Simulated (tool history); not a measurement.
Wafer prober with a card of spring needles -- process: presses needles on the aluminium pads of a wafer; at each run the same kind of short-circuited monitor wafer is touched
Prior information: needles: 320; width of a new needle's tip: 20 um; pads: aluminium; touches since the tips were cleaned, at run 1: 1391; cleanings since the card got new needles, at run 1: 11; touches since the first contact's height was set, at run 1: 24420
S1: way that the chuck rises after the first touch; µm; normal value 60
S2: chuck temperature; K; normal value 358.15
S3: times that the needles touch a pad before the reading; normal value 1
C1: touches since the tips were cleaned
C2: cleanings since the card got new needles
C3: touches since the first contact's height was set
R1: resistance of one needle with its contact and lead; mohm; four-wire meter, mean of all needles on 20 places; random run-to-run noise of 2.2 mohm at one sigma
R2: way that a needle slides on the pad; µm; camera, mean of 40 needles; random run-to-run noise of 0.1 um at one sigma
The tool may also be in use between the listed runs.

Run 1, hour 0: usual settings; C1 1391; C2 11; C3 24420. Result: R1 301 mohm, R2 12.12 µm.
At hour 2.1: tips cleaned on abrasive film.
At hour 6.1: tips cleaned on abrasive film.
At hour 10.2: tips cleaned on abrasive film.
At hour 14.3: tips cleaned on abrasive film.
At hour 19.3: tips cleaned on abrasive film.
At hour 24.4: tips cleaned on abrasive film.
At hour 28.4: tips cleaned on abrasive film.
Run 2, hour 28.7: usual settings but S3 2; C1 125; C2 18; C3 37704. Result: R1 251 mohm, R2 12.17 µm.
At hour 32.8: tips cleaned on abrasive film.
At hour 36.8: tips cleaned on abrasive film.
Run 3, hour 40.4: usual settings but S3 2; C1 1724; C2 20; C3 43189. Result: R1 287 mohm, R2 12.01 µm.
At hour 41.5: tips cleaned on abrasive film.
At hour 46.6: tips cleaned on abrasive film.
At hour 50.7: tips cleaned on abrasive film.
At hour 54.7: tips cleaned on abrasive film.
At hour 58.8: tips cleaned on abrasive film.
At hour 62.8: tips cleaned on abrasive film.
Run 4, hour 64.9: usual settings but S3 2; C1 962; C2 26; C3 54491. Result: R1 273 mohm, R2 11.98 µm.
At hour 66.9: tips cleaned on abrasive film.
At hour 71: tips cleaned on abrasive film.
At hour 75.1: tips cleaned on abrasive film.
Run 5, hour 76.4: usual settings but S3 2; C1 656; C2 29; C3 59846. Result: R1 269 mohm, R2 11.85 µm.
At hour 79.5: tips cleaned on abrasive film.
At hour 83.6: tips cleaned on abrasive film.
At hour 87.6: tips cleaned on abrasive film.
Run 6, hour 90.5: usual settings but S3 2; C1 1340; C2 32; C3 66357. Result: R1 281 mohm, R2 11.82 µm.
At hour 92.5: tips cleaned on abrasive film.
At hour 97.6: tips cleaned on abrasive film.
At hour 101.7: tips cleaned on abrasive film.
At hour 105.7: tips cleaned on abrasive film.
Run 7, hour 107.3: usual settings but S2 382.15 K; C1 739; C2 36; C3 74146. Result: R1 282 mohm, R2 11.87 µm.
At hour 110.3: tips cleaned on abrasive film.
At hour 114.4: tips cleaned on abrasive film.
At hour 119.5: tips cleaned on abrasive film.
At hour 124.5: tips cleaned on abrasive film.
Run 8, hour 124.9: usual settings but S2 382.15 K; C1 170; C2 40; C3 82307. Result: R1 265 mohm, R2 11.68 µm.
At hour 128.9: tips cleaned on abrasive film.
At hour 133: tips cleaned on abrasive film.
At hour 137.1: tips cleaned on abrasive film.
At hour 141.1: tips cleaned on abrasive film.
At hour 145.2: tips cleaned on abrasive film.
Run 9, hour 147.4: usual settings but S2 382.15 K; C1 1061; C2 45; C3 92770. Result: R1 303 mohm, R2 11.77 µm.
At hour 149.5: tips cleaned on abrasive film.
At hour 153.6: tips cleaned on abrasive film.
At hour 157.6: tips cleaned on abrasive film.
At hour 161.7: tips cleaned on abrasive film.
At hour 165.7: tips cleaned on abrasive film.
At hour 170.8: tips cleaned on abrasive film.
Run 10, hour 172.7: usual settings but S2 354.15 K; C1 908; C2 51; C3 104487. Result: R1 291 mohm, R2 11.63 µm.
At hour 175.8: tips cleaned on abrasive film.
At hour 180.8: tips cleaned on abrasive film.
At hour 184.9: tips cleaned on abrasive film.
Run 11, hour 185.7: usual settings but S2 354.15 K; C1 373; C2 54; C3 110499. Result: R1 270 mohm, R2 11.64 µm.
At hour 189.7: tips cleaned on abrasive film.
At hour 193.8: tips cleaned on abrasive film.
At hour 197.9: tips cleaned on abrasive film.
Run 12, hour 201.7: usual settings but S2 354.15 K; C1 1828; C2 57; C3 117968. Result: R1 332 mohm, R2 11.67 µm.
At hour 202.8: tips cleaned on abrasive film.
At hour 206.9: tips cleaned on abrasive film.
At hour 210.9: tips cleaned on abrasive film.
At hour 216: tips cleaned on abrasive film.
Run 13, hour 219.5: usual settings but S2 354.15 K; C1 1688; C2 61; C3 126236. Result: R1 326 mohm, R2 11.51 µm.
At hour 220.6: tips cleaned on abrasive film.
At hour 225.7: tips cleaned on abrasive film.
At hour 230.7: tips cleaned on abrasive film.
At hour 234.8: tips cleaned on abrasive film.
At hour 239.8: tips cleaned on abrasive film.
Run 14, hour 242: usual settings but S1 67 µm, S2 336.15 K, S3 2; C1 1017; C2 66; C3 136653. Result: R1 272 mohm, R2 12.88 µm.
At hour 244.1: tips cleaned on abrasive film.
At hour 249.1: tips cleaned on abrasive film.
At hour 254.2: tips cleaned on abrasive film.
At hour 258.2: tips cleaned on abrasive film.
Run 15, hour 261.3: usual settings but S1 67 µm, S2 336.15 K, S3 2; C1 1470; C2 70; C3 145641. Result: R1 281 mohm, R2 12.77 µm.
At hour 262.4: tips cleaned on abrasive film.
At hour 266.5: tips cleaned on abrasive film.
At hour 270.5: tips cleaned on abrasive film.
Run 16, hour 274.3: usual settings but S1 52 µm, S2 311.15 K, S3 2; C1 1779; C2 73; C3 151648. Result: R1 316 mohm, R2 9.59 µm.
At hour 275.4: tips cleaned on abrasive film.
At hour 279.4: tips cleaned on abrasive film.
At hour 283.5: tips cleaned on abrasive film.
At hour 287.5: tips cleaned on abrasive film.
At hour 291.6: tips cleaned on abrasive film.
At hour 295.7: tips cleaned on abrasive film.
At hour 299.7: tips cleaned on abrasive film.
Run 17, hour 302.6: usual settings but S1 40 µm, S2 306.15 K; C1 1353; C2 80; C3 164750. Result: R1 434 mohm, R2 7.05 µm.
At hour 304.7: tips cleaned on abrasive film.
At hour 308.7: tips cleaned on abrasive film.
At hour 313.8: tips cleaned on abrasive film.
At hour 317.8: tips cleaned on abrasive film.
Run 18, hour 320.9: usual settings but S1 71 µm, S2 345.15 K; C1 1464; C2 84; C3 173263. Result: R1 290 mohm, R2 13.41 µm.
At hour 322: tips cleaned on abrasive film.
At hour 326.1: tips cleaned on abrasive film.
At hour 331.1: tips cleaned on abrasive film.
At hour 335.2: tips cleaned on abrasive film.
At hour 340.2: tips cleaned on abrasive film.
At hour 344.4: tips cleaned on abrasive film.
Run 19, hour 344.4: usual settings but S1 41 µm, S2 335.15 K, S3 3; C1 0; C2 90; C3 184106. Result: R1 250 mohm, R2 7.17 µm.
At hour 348.4: tips cleaned on abrasive film.
At hour 352.5: tips cleaned on abrasive film.
At hour 356.6: tips cleaned on abrasive film.
At hour 361.6: tips cleaned on abrasive film.
At hour 365.7: tips cleaned on abrasive film.
Run 20, hour 367.8: usual settings but S1 41 µm, S2 335.15 K, S3 3; C1 1007; C2 95; C3 194984. Result: R1 309 mohm, R2 7.01 µm.
At hour 369.9: tips cleaned on abrasive film.
At hour 373.9: tips cleaned on abrasive film.
At hour 378: tips cleaned on abrasive film.
Run 21, hour 381.6: usual settings but S1 69 µm, S2 312.15 K, S3 2; C1 1700; C2 98; C3 201381. Result: R1 282 mohm, R2 12.71 µm.
At hour 382.7: tips cleaned on abrasive film.
At hour 386.7: tips cleaned on abrasive film.
At hour 390.8: tips cleaned on abrasive film.
At hour 395.8: tips cleaned on abrasive film.
At hour 400.9: tips cleaned on abrasive film.
At hour 404.9: tips cleaned on abrasive film.
Run 22, hour 408.9: usual settings but S1 55 µm, S2 303.15 K, S3 2; C1 1855; C2 104; C3 214045. Result: R1 321 mohm, R2 9.8 µm.
At hour 409.9: tips cleaned on abrasive film.
At hour 414: tips cleaned on abrasive film.
At hour 418.1: tips cleaned on abrasive film.
At hour 422.1: tips cleaned on abrasive film.
At hour 426.2: tips cleaned on abrasive film.
At hour 430.2: tips cleaned on abrasive film.
Run 23, hour 431.3: usual settings but S1 66 µm, S2 301.15 K, S3 2; C1 488; C2 110; C3 224403. Result: R1 249 mohm, R2 12.02 µm.
At hour 434.4: tips cleaned on abrasive film.
At hour 438.4: tips cleaned on abrasive film.
At hour 442.5: tips cleaned on abrasive film.
At hour 446.6: tips cleaned on abrasive film.
At hour 450.6: tips cleaned on abrasive film.
Run 24, hour 451.1: usual settings but S2 331.15 K, S3 2; C1 247; C2 115; C3 233594. Result: R1 255 mohm, R2 10.84 µm.
At hour 453.4: height of the first contact set anew.
At hour 455.5: tips cleaned on abrasive film.
At hour 459.6: tips cleaned on abrasive film.
At hour 463.6: tips cleaned on abrasive film.
Run 25, hour 464.1: usual settings but S1 77 µm, S2 327.15 K, S3 3; C1 230; C2 118; C3 4930. Result: R1 240 mohm, R2 15.76 µm.
At hour 468.2: tips cleaned on abrasive film.
At hour 472.2: tips cleaned on abrasive film.
At hour 476.3: tips cleaned on abrasive film.
Run 26, hour 478.4: usual settings but S2 299.15 K, S3 2; C1 1019; C2 121; C3 11589. Result: R1 269 mohm, R2 12.11 µm.

What if the next run were any one of these 3? Each begins from the tool's condition after run 26:
At hour 480.5: tips cleaned on abrasive film.
At hour 484.6: tips cleaned on abrasive film.
At hour 489.6: tips cleaned on abrasive film.
At hour 493.7: tips cleaned on abrasive film.
At hour 497.8: tips cleaned on abrasive film.
At hour 501.8: tips cleaned on abrasive film.
Run A, hour 504.8: usual settings but S1 42 µm, S2 388.15 K, S3 2; C1 1400; C2 127; C3 23797. Result: R1 ?, R2 ?.
At hour 480.5: tips cleaned on abrasive film.
At hour 484.6: tips cleaned on abrasive film.
At hour 489.6: tips cleaned on abrasive film.
At hour 493.7: tips cleaned on abrasive film.
At hour 497.8: tips cleaned on abrasive film.
At hour 501.8: tips cleaned on abrasive film.
Run B, hour 504.8: usual settings but S1 43 µm, S3 2; C1 1400; C2 127; C3 23797. Result: R1 ?, R2 ?.
At hour 480.5: tips cleaned on abrasive film.
At hour 484.6: tips cleaned on abrasive film.
At hour 489.6: tips cleaned on abrasive film.
At hour 493.7: tips cleaned on abrasive film.
At hour 497.8: tips cleaned on abrasive film.
At hour 501.8: tips cleaned on abrasive film.
Run C, hour 504.8: usual settings but S1 55 µm, S2 302.15 K, S3 2; C1 1400; C2 127; C3 23797. Result: R1 ?, R2 ?.

run   R1     R2
  A  349   8.36
  B  337   8.73
  C  290  10.99
What these runs would have given with no unlogged condition in the tool:
run   R1     R2
  A  262   8.53
  B  251    8.9
  C  231  11.16

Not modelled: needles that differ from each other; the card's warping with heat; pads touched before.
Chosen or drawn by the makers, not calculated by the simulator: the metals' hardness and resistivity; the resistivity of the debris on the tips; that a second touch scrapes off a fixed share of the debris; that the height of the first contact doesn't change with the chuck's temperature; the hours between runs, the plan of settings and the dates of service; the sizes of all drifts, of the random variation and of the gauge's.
